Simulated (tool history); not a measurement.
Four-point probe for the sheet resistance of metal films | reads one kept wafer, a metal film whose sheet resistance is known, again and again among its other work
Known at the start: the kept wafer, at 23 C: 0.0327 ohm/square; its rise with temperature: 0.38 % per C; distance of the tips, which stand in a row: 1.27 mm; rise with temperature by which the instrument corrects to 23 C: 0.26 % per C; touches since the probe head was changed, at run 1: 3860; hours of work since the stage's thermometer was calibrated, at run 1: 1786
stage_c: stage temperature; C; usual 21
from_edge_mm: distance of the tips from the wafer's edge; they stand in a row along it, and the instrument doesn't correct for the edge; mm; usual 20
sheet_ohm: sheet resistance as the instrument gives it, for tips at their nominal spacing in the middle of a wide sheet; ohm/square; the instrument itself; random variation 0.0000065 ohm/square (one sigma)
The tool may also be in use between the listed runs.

| run | day | stage_c | from_edge_mm | touches since the probe head was changed | hours of work since the stage's thermometer was calibrated | sheet_ohm |
|---|---|---|---|---|---|---|
| 1 | 0 | 21 | 20 | 3860 | 1786 | 0.032776 |
| 2 | 0.588 | 31 | 20 | 4084 | 1795 | 0.03314 |
| 3 | 1.296 | 31 | 20 | 4355 | 1805 | 0.033136 |
| 4 | 2.217 | 31 | 20 | 4707 | 1818 | 0.033124 |
| 5 | 2.933 | 31 | 11 | 4980 | 1828 | 0.033301 |
| 6 | 3.65 | 31 | 11 | 5253 | 1838 | 0.033306 |
| 7 | 4.779 | 21 | 20 | 5685 | 1854 | 0.032768 |
| 8 | 5.354 | 21 | 20 | 5905 | 1862 | 0.032769 |
| 9 | 6.479 | 21 | 20 | 6335 | 1878 | 0.032771 |
| 10 | 7.75 | 21 | 70 | 6819 | 1896 | 0.032705 |
| 11 | 8.379 | 21 | 20 | 7061 | 1905 | 0.032774 |
| 12 | 9.742 | 34 | 20 | 7581 | 1924 | 0.033252 |
| 13 | 11.092 | 21 | 20 | 8096 | 1943 | 0.032778 |
| 14 | 12.05 | 21 | 20 | 8462 | 1957 | 0.032781 |
| 15 | 12.879 | 21 | 20 | 8779 | 1968 | 0.032772 |
| 16 | 13.846 | 21 | 20 | 9149 | 1982 | 0.03278 |
| 17 | 14.796 | 21 | 20 | 9511 | 1995 | 0.032778 |
| 18 | 15.942 | 21 | 20 | 9948 | 2011 | 0.032787 |
| 19 | 16.629 | 21 | 20 | 10212 | 2021 | 0.032778 |
| 20 | 17.258 | 19 | 20 | 10452 | 2030 | 0.032707 |
| 21 | 18.154 | 19 | 20 | 10794 | 2043 | 0.032706 |
| 22 | 19.35 | 21 | 20 | 11251 | 2060 | 0.032783 |
| 23 | 19.933 | 33 | 20 | 11473 | 2068 | 0.033247 |
| 24 | 21.017 | 23 | 13 | 11887 | 2083 | 0.032961 |
| 25 | 22.404 | 21 | 17 | 12418 | 2103 | 0.032826 |
| 26 | 23.775 | 21 | 7 | 12941 | 2122 | 0.033282 |
| 27 | 24.554 | 26 | 26 | 13238 | 2133 | 0.032948 |
| 28 | 25.225 | 25 | 4 | 13495 | 2143 | 0.03455 |
| 29 | 26.229 | 23 | 24 | 13878 | 2157 | 0.032848 |
| 30 | 26.842 | 18 | 6 | 14113 | 2165 | 0.033364 |
| 31 | 27.792 | 18 | 6 | 14475 | 2179 | 0.033368 |
| 32 | 29.042 | 23 | 74 | 14953 | 2196 | 0.032793 |
| 33 | 29.842 | 21 | 5 | 15258 | 2208 | 0.033824 |
| 34 | 30.588 | 22 | 43 | 15543 | 2218 | 0.032794 |
| 35 | 31.529 | 21 | 21 | 15902 | 2232 | 0.032789 |
| 36 | 32.142 | 21 | 21 | 16136 | 2240 | 0.032798 |
| 37 | 33.071 | 32 | 13 | 16491 | 2253 | 0.033304 |
| 38 | 34.304 | 33 | 8 | 16962 | 2271 | 0.033623 |
| 39 | 35.438 | 24 | 5 | 17396 | 2287 | 0.033947 |
| 40 | 36.483 | 27 | 14 | 17796 | 2302 | 0.033095 |
| 41 | 37.767 | 27 | 7 | 18285 | 2320 | 0.033534 |
| 42 | 39.033 | 23 | 71 | 18768 | 2337 | 0.032821 |
| 43 | 40.112 | 32 | 31 | 19182 | 2353 | 0.033174 |
| 44 | 41.404 | 23 | 62 | 19675 | 2371 | 0.03282 |
| 45 | 42.079 | 24 | 20 | 19932 | 2380 | 0.032933 |

Measured less the same run without the tool's hidden state. The same run-to-run variation is in both; the gauge's scatter may not be:
The hidden state here: inner tips' distance over the nominal, %; tips' flats over new ones', %; wafer's true temperature over the reading, C; drift of the gauge itself on sheet_ohm, %.
| run | sheet_ohm |
|---|---|
| 1 | +0.000071 |
| 2 | +0.000069 |
| 3 | +0.000069 |
| 4 | +0.00007 |
| 5 | +0.000072 |
| 6 | +0.000072 |
| 7 | +0.000075 |
| 8 | +0.000075 |
| 9 | +0.000077 |
| 10 | +0.000078 |
| 11 | +0.000079 |
| 12 | +0.000077 |
| 13 | +0.000082 |
| 14 | +0.000082 |
| 15 | +0.000083 |
| 16 | +0.000084 |
| 17 | +0.000086 |
| 18 | +0.000087 |
| 19 | +0.000088 |
| 20 | +0.000088 |
| 21 | +0.000089 |
| 22 | +0.000091 |
| 23 | +0.000088 |
| 24 | +0.000091 |
| 25 | +0.000093 |
| 26 | +0.000096 |
| 27 | +0.000095 |
| 28 | +0.0001 |
| 29 | +0.000097 |
| 30 | +0.0001 |
| 31 | +0.000102 |
| 32 | +0.0001 |
| 33 | +0.000104 |
| 34 | +0.000101 |
| 35 | +0.000102 |
| 36 | +0.000104 |
| 37 | +0.000102 |
| 38 | +0.000103 |
| 39 | +0.00011 |
| 40 | +0.000106 |
| 41 | +0.000109 |
| 42 | +0.00011 |
| 43 | +0.000109 |
| 44 | +0.000112 |
| 45 | +0.000113 |
